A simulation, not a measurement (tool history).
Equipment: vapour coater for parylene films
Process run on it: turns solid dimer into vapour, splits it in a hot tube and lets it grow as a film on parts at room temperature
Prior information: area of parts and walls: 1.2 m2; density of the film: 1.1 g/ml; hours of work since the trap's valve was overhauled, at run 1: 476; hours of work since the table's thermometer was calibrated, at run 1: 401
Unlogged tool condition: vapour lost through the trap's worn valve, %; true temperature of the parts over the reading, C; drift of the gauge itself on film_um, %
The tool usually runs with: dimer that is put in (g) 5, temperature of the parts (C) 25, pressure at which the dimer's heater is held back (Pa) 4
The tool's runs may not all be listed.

run    hour  dimer that is put in (g)  temperature of the parts (C)  pressure at which the dimer's heater is held back (Pa)  hours of work since the trap's valve was overhauled  hours of work since the table's thermometer was calibrated  thickness of the film (um)
  1       0                         5                            25                                                       4                                                  476                                                         401                        1.73
  2    27.1                         5                            25                                                       4                                                  497                                                         422                        1.68
  3    54.3                         5                            25                                                       4                                                  519                                                         444                        1.66
  4    84.4                         6                            25                                                       4                                                  543                                                         468                        1.98
  5    99.9                         6                            25                                                       4                                                  555                                                         480                        1.92
  6   123.3                         5                            37                                                       4                                                  574                                                         499                        1.09
  7     143                         5                            37                                                       4                                                  589                                                         514                        1.05
  8   157.3                         5                            37                                                       4                                                  601                                                         526                        1.08
  9   184.4                         5                            25                                                    8.43                                                  622                                                         547                         1.5
 10   206.2                         5                            18                                                    8.43                                                  640                                                         564                        1.92
 11   231.9                         5                            18                                                    8.43                                                  660                                                         585                        1.91
 12   255.4                         5                            18                                                    8.43                                                  679                                                         603                         1.9
      268.4  -- trap's valve overhauled
 13   282.9                         5                            25                                                       4                                                   12                                                         622                         1.9
 14   313.7                         4                            25                                                       4                                                   36                                                         647                        1.48
 15   330.1                         4                            25                                                       4                                                   49                                                         660                        1.49
 16     349                         4                            25                                                       4                                                   64                                                         675                        1.47
 17   375.3                         4                            25                                                       4                                                   85                                                         696                        1.44
 18   390.3                         5                            25                                                       4                                                   97                                                         707                        1.85
 19   420.3                         5                            25                                                    4.06                                                  121                                                         731                        1.83
 20     451                         5                            25                                                    4.06                                                  145                                                         756                         1.8
 21   478.3                         5                            25                                                    4.06                                                  167                                                         777                        1.81
 22   500.2                         4                            25                                                       4                                                  184                                                         795                        1.41
 23   513.6                         4                            25                                                       4                                                  195                                                         805                        1.42
 24   526.7                         5                            25                                                       4                                                  205                                                         816                        1.82
 25   554.8                         5                            25                                                       4                                                  227                                                         838                        1.74
 26     568                         5                            25                                                       4                                                  238                                                         849                        1.77
 27   585.8                         5                            26                                                       4                                                  252                                                         863                        1.71
 28   604.2                         8                            25                                                    2.24                                                  267                                                         877                        2.99
 29   633.8                         8                            34                                                    6.53                                                  290                                                         901                         1.9
 30   655.8                         8                            34                                                    6.53                                                  308                                                         918                        1.95
 31   669.1                         8                            34                                                    6.53                                                  318                                                         929                        1.91
 32   694.3                         8                            34                                                    6.53                                                  338                                                         949                        1.87
 33   707.2                         3                            17                                                    6.53                                                  349                                                         959                        1.32
 34   734.5                         7                            35                                                    2.49                                                  370                                                         981                        1.74
 35   763.5                         4                            25                                                    7.11                                                  393                                                        1004                        1.27
 36   786.7                         9                            23                                                    2.78                                                  412                                                        1022                        3.44
 37   814.7                         9                            23                                                    2.78                                                  434                                                        1045                        3.44
 38   834.7                         9                            29                                                   11.98                                                  450                                                        1060                        2.28
 39     863                         9                            29                                                   11.98                                                  472                                                        1083                        2.28
 40   885.5                         9                            29                                                   11.98                                                  490                                                        1101                        2.28
 41   902.5                         2                            35                                                    5.67                                                  504                                                        1114                        0.45
 42   921.1                         4                            26                                                    3.51                                                  519                                                        1129                        1.32
 43     950                         6                            25                                                       4                                                  541                                                        1152                        1.95
 44   980.4                         6                            25                                                       4                                                  566                                                        1176                        1.94
 45   999.7                         5                            27                                                       4                                                  581                                                        1192                        1.51
 46  1017.1                         5                            22                                                    2.15                                                  595                                                        1205                           2
 47  1034.9                         5                            25                                                    3.23                                                  609                                                        1220                        1.64

Consider 4 possible next runs. They are alternatives, not a sequence: every one starts from the tool as it was left by run 47. What does each give?
  A  1048                         3                            21                                                    2.34                                                  619                                                        1230                           ?
  B  1048                         8                            33                                                    8.63                                                  619                                                        1230                           ?
  C  1048                         5                            30                                                    3.23                                                  619                                                        1230                           ?
  D  1048                         2                            19                                                    2.11                                                  619                                                        1230                           ?

run  thickness of the film (um)
  A                        1.18
  B                        1.78
  C                        1.38
  D                        0.88
Without the tool's hidden state the same runs would have given:
run  thickness of the film (um)
  A                        1.39
  B                        2.09
  C                        1.62
  D                        1.03
